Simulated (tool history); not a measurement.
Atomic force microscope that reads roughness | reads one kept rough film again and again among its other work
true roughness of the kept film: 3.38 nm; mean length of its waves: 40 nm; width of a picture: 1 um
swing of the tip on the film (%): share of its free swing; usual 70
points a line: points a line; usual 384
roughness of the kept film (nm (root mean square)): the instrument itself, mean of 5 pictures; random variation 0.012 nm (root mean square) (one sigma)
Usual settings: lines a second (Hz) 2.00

run	day	lines a second (Hz)	swing of the tip on the film (%)	points a line	roughness of the kept film (nm (root mean square))
1	0.000	2.00	70	384	2.869
2	0.946	2.00	70	384	2.913
3	2.338	2.00	70	384	2.888
4	4.179	2.00	70	384	2.920
5	5.750	2.00	70	384	2.909
6	6.858	2.00	70	384	2.907
7	8.188	2.00	70	384	2.901
8	9.846	2.00	70	384	2.916
9	11.100	2.00	70	384	2.899
10	12.858	1.90	70	384	2.893
11	14.500	1.90	70	384	2.905
12	15.962	1.90	70	384	2.925
13	17.588	2.00	70	384	2.935
14	18.596	2.00	70	384	2.886
15	19.425	2.00	70	384	2.899
16	20.329	0.50	70	384	3.109
17	21.771	2.00	61	384	3.001
18	23.579	2.00	70	384	2.901
19	24.558	1.46	67	384	2.997
20	25.542	2.00	70	384	2.907
21	27.083	2.00	70	384	2.922
22	28.704	1.28	76	896	2.943
23	29.488	1.45	69	279	2.961
24	30.858	2.00	86	542	2.615
25	31.842	2.00	86	542	2.624
26	32.950	2.83	70	500	2.794
27	34.562	2.70	56	500	3.030
28	36.396	0.61	67	509	3.110
29	37.142	0.61	67	509	3.124
30	38.371	0.61	67	509	3.091
31	39.250	2.00	76	688	2.832
32	40.204	2.38	86	294	2.537
33	41.708	2.38	86	294	2.523
34	43.358	2.38	86	294	2.532
35	44.638	1.21	66	512	3.051

Not shown: 17 entries that the log had between the listed runs. Between which runs, and how does the tool's hidden state differ before and after?
Between runs 2 and 3: new tip fitted (day 1.092)
  radius of the tip, nm: 7.2 -> 7.1
Between runs 3 and 4: new tip fitted (day 3.808)
  radius of the tip, nm: 7.1 -> 7
Between runs 5 and 6: new tip fitted (day 6.592)
  radius of the tip, nm: 7.2 -> 7
Between runs 7 and 8: new tip fitted (day 9.262)
  no hidden state differs between the two runs
Between runs 9 and 10: new tip fitted (day 12.033)
  radius of the tip, nm: 7.2 -> 7.1
Between runs 11 and 12: new tip fitted (day 14.779)
  radius of the tip, nm: 7.2 -> 7.1
Between runs 12 and 13: new tip fitted (day 17.500)
  radius of the tip, nm: 7.1 -> 7
Between runs 15 and 16: new tip fitted (day 20.221)
  radius of the tip, nm: 7.2 -> 7
Between runs 17 and 18: new tip fitted (day 22.883)
  radius of the tip, nm: 7.2 -> 7.1
Between runs 19 and 20: new tip fitted (day 25.542)
  radius of the tip, nm: 7.1 -> 7
Between runs 21 and 22: new tip fitted (day 28.304)
  radius of the tip, nm: 7.1 -> 7
Between runs 24 and 25: new tip fitted (day 31.008)
  radius of the tip, nm: 7.2 -> 7.1
Between runs 26 and 27: new tip fitted (day 33.750)
  radius of the tip, nm: 7.2 -> 7.1
Between runs 27 and 28: new tip fitted (day 36.396)
  radius of the tip, nm: 7.1 -> 7
Between runs 30 and 31: new tip fitted (day 39.121)
  radius of the tip, nm: 7.2 -> 7
Between runs 33 and 34: new tip fitted (day 41.821)
  radius of the tip, nm: 7.2 -> 7.1
Between runs 34 and 35: new tip fitted (day 44.608)
  radius of the tip, nm: 7.1 -> 7
